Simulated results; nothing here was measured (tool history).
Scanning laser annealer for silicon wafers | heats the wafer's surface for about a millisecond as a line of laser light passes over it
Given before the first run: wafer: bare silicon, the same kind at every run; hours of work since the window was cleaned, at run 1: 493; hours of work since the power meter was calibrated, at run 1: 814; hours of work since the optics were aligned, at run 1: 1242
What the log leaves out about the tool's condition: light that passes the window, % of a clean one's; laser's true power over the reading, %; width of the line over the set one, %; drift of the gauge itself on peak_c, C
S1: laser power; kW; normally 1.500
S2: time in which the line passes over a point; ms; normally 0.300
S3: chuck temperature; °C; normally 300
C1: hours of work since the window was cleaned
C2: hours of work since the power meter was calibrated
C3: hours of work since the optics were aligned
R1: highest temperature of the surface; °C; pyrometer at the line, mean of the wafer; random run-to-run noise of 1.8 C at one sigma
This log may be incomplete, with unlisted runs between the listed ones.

{"run": 1, "day": 0.0, "S1": 1.5, "S2": 0.3, "S3": 300, "C1": 493, "C2": 814, "C3": 1242, "R1": 1022}
{"run": 2, "day": 1.312, "S1": 1.461, "S2": 0.3, "S3": 300, "C1": 518, "C2": 839, "C3": 1267, "R1": 997}
{"run": 3, "day": 2.421, "S1": 1.5, "S2": 0.29, "S3": 300, "C1": 539, "C2": 860, "C3": 1288, "R1": 1008}
{"run": 4, "day": 3.221, "S1": 1.5, "S2": 0.29, "S3": 300, "C1": 554, "C2": 875, "C3": 1303, "R1": 1007}
{"run": 5, "day": 4.575, "S1": 1.5, "S2": 0.3, "S3": 300, "C1": 580, "C2": 901, "C3": 1329, "R1": 1017}
{"run": 6, "day": 5.242, "S1": 1.5, "S2": 0.3, "S3": 300, "C1": 593, "C2": 914, "C3": 1342, "R1": 1016}
{"run": 7, "day": 6.058, "S1": 1.5, "S2": 0.318, "S3": 300, "C1": 609, "C2": 930, "C3": 1358, "R1": 1039}
{"day": 6.338, "done": "optics aligned, line set to its width"}
{"run": 8, "day": 7.396, "S1": 1.5, "S2": 0.318, "S3": 300, "C1": 630, "C2": 951, "C3": 20, "R1": 1039}
{"run": 9, "day": 8.383, "S1": 1.5, "S2": 0.318, "S3": 300, "C1": 649, "C2": 970, "C3": 39, "R1": 1033}
{"run": 10, "day": 9.404, "S1": 1.5, "S2": 0.318, "S3": 300, "C1": 669, "C2": 990, "C3": 59, "R1": 1036}
{"run": 11, "day": 10.692, "S1": 1.5, "S2": 0.318, "S3": 300, "C1": 694, "C2": 1015, "C3": 83, "R1": 1034}
{"run": 12, "day": 11.75, "S1": 1.353, "S2": 0.377, "S3": 298, "C1": 714, "C2": 1035, "C3": 104, "R1": 1006}
{"run": 13, "day": 12.579, "S1": 1.5, "S2": 0.31, "S3": 326, "C1": 730, "C2": 1051, "C3": 120, "R1": 1049}
{"day": 13.246, "done": "optics aligned, line set to its width, once more"}
{"run": 14, "day": 13.942, "S1": 1.415, "S2": 0.31, "S3": 272, "C1": 752, "C2": 1073, "C3": 13, "R1": 954}
{"day": 14.117, "done": "window over the wafer cleaned"}
{"run": 15, "day": 14.608, "S1": 1.415, "S2": 0.223, "S3": 315, "C1": 9, "C2": 1084, "C3": 25, "R1": 916}
{"run": 16, "day": 15.225, "S1": 1.415, "S2": 0.223, "S3": 315, "C1": 21, "C2": 1096, "C3": 36, "R1": 913}
{"run": 17, "day": 16.058, "S1": 1.415, "S2": 0.223, "S3": 315, "C1": 37, "C2": 1112, "C3": 52, "R1": 918}
{"run": 18, "day": 16.954, "S1": 1.499, "S2": 0.32, "S3": 338, "C1": 54, "C2": 1129, "C3": 69, "R1": 1116}
{"run": 19, "day": 17.767, "S1": 1.628, "S2": 0.3, "S3": 274, "C1": 70, "C2": 1145, "C3": 85, "R1": 1100}
{"run": 20, "day": 18.688, "S1": 1.628, "S2": 0.3, "S3": 274, "C1": 88, "C2": 1162, "C3": 103, "R1": 1099}

Consider 4 possible next runs. They are alternatives, not a sequence: every one starts from the tool as it was left by run 20. What does each give?
{"run": "A", "day": 19.817, "S1": 1.628, "S2": 0.337, "S3": 286, "C1": 109, "C2": 1184, "C3": 124, "R1": "?"}
{"run": "B", "day": 19.817, "S1": 1.418, "S2": 0.3, "S3": 300, "C1": 109, "C2": 1184, "C3": 124, "R1": "?"}
{"run": "C", "day": 19.817, "S1": 1.376, "S2": 0.271, "S3": 300, "C1": 109, "C2": 1184, "C3": 124, "R1": "?"}
{"run": "D", "day": 19.817, "S1": 1.5, "S2": 0.304, "S3": 300, "C1": 109, "C2": 1184, "C3": 124, "R1": "?"}

run=A R1=1164
run=B R1=1004
run=C R1=942
run=D R1=1054
Had the tool no hidden state, the same runs would have come out as:
run=A R1=1168
run=B R1=1007
run=C R1=945
run=D R1=1057
